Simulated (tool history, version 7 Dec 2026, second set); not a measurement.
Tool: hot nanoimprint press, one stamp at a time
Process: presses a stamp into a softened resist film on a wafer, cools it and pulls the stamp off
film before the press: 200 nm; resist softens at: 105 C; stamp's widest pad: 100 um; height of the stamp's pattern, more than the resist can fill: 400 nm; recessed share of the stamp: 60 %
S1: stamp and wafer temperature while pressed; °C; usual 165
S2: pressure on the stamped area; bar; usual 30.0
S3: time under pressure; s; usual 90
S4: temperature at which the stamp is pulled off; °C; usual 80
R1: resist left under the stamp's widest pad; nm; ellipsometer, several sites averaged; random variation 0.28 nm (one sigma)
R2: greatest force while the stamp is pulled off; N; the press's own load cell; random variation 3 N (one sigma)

run 1 hour=0.0 | S1=165 S2=30.0 S3=90 S4=80 | R1=79.4 R2=233
run 2 hour=47.8 | S1=165 S2=30.0 S3=122 S4=80 | R1=69.7 R2=233
run 3 hour=101.9 | S1=165 S2=30.0 S3=122 S4=80 | R1=70.2 R2=234
-- hour=160.6 stamp cleaned and given a new release coat
run 4 hour=176.1 | S1=165 S2=30.0 S3=122 S4=80 | R1=70.0 R2=234
run 5 hour=263.3 | S1=165 S2=30.0 S3=122 S4=69 | R1=70.1 R2=259
run 6 hour=355.9 | S1=165 S2=30.0 S3=122 S4=69 | R1=69.6 R2=260
-- hour=437.3 stamp cleaned and given a new release coat
run 7 hour=449.8 | S1=165 S2=30.0 S3=122 S4=69 | R1=70.7 R2=261
run 8 hour=494.5 | S1=165 S2=30.0 S3=122 S4=69 | R1=70.3 R2=255
run 9 hour=556.4 | S1=165 S2=30.0 S3=122 S4=69 | R1=71.0 R2=259
-- hour=605.6 plate thermocouple calibrated
run 10 hour=628.0 | S1=165 S2=30.0 S3=122 S4=69 | R1=70.1 R2=259
run 11 hour=672.9 | S1=165 S2=30.0 S3=124 S4=80 | R1=70.0 R2=233
-- hour=719.2 stamp cleaned and given a new release coat
run 12 hour=726.6 | S1=165 S2=30.0 S3=90 S4=80 | R1=80.0 R2=235
run 13 hour=814.0 | S1=165 S2=30.0 S3=90 S4=80 | R1=80.0 R2=235
run 14 hour=879.8 | S1=165 S2=30.0 S3=152 S4=80 | R1=64.2 R2=232
run 15 hour=934.5 | S1=165 S2=30.0 S3=152 S4=80 | R1=64.2 R2=231
-- hour=998.4 stamp cleaned and given a new release coat
run 16 hour=1038.2 | S1=165 S2=40.2 S3=62 S4=80 | R1=81.8 R2=228
run 17 hour=1116.3 | S1=165 S2=40.2 S3=62 S4=80 | R1=82.0 R2=227
run 18 hour=1169.2 | S1=165 S2=35.4 S3=172 S4=77 | R1=56.9 R2=237
run 19 hour=1214.8 | S1=175 S2=23.3 S3=150 S4=78 | R1=51.1 R2=241
-- hour=1262.4 plate thermocouple calibrated
-- hour=1279.7 stamp cleaned and given a new release coat
run 20 hour=1283.2 | S1=165 S2=30.0 S3=153 S4=80 | R1=64.8 R2=228
run 21 hour=1373.8 | S1=169 S2=27.3 S3=67 S4=78 | R1=82.5 R2=237
run 22 hour=1439.3 | S1=169 S2=27.3 S3=145 S4=79 | R1=59.1 R2=231
run 23 hour=1480.9 | S1=161 S2=37.7 S3=84 S4=83 | R1=86.9 R2=226
run 24 hour=1543.5 | S1=161 S2=25.7 S3=90 S4=71 | R1=100.0 R2=250
-- hour=1557.6 stamp cleaned and given a new release coat
run 25 hour=1607.2 | S1=165 S2=30.0 S3=52 S4=80 | R1=99.8 R2=236
run 26 hour=1650.6 | S1=165 S2=30.0 S3=52 S4=80 | R1=99.9 R2=229
run 27 hour=1743.5 | S1=165 S2=30.0 S3=52 S4=80 | R1=100.0 R2=232
-- hour=1831.8 stamp cleaned and given a new release coat
run 28 hour=1842.9 | S1=165 S2=30.0 S3=52 S4=80 | R1=100.8 R2=230
-- hour=1863.9 gauge calibrated
run 29 hour=1882.5 | S1=174 S2=23.4 S3=103 S4=73 | R1=61.0 R2=251

3 ways to go on from here, each from the tool as it stands after run 29. What would each give?
-- hour=1925.9 plate thermocouple calibrated
run A hour=1974.9 | S1=173 S2=23.4 S3=101 S4=83 | R1=? R2=?
-- hour=1925.9 plate thermocouple calibrated
run B hour=1974.9 | S1=155 S2=23.4 S3=79 S4=85 | R1=? R2=?
-- hour=1925.9 plate thermocouple calibrated
run C hour=1974.9 | S1=154 S2=30.0 S3=90 S4=65 | R1=? R2=?

run=A R1=64.0 R2=231
run=B R1=129.5 R2=222
run=C R1=118.2 R2=271
Without the tool's hidden state the same runs would have given:
run=A R1=63.9 R2=230
run=B R1=129.3 R2=222
run=C R1=118.0 R2=271
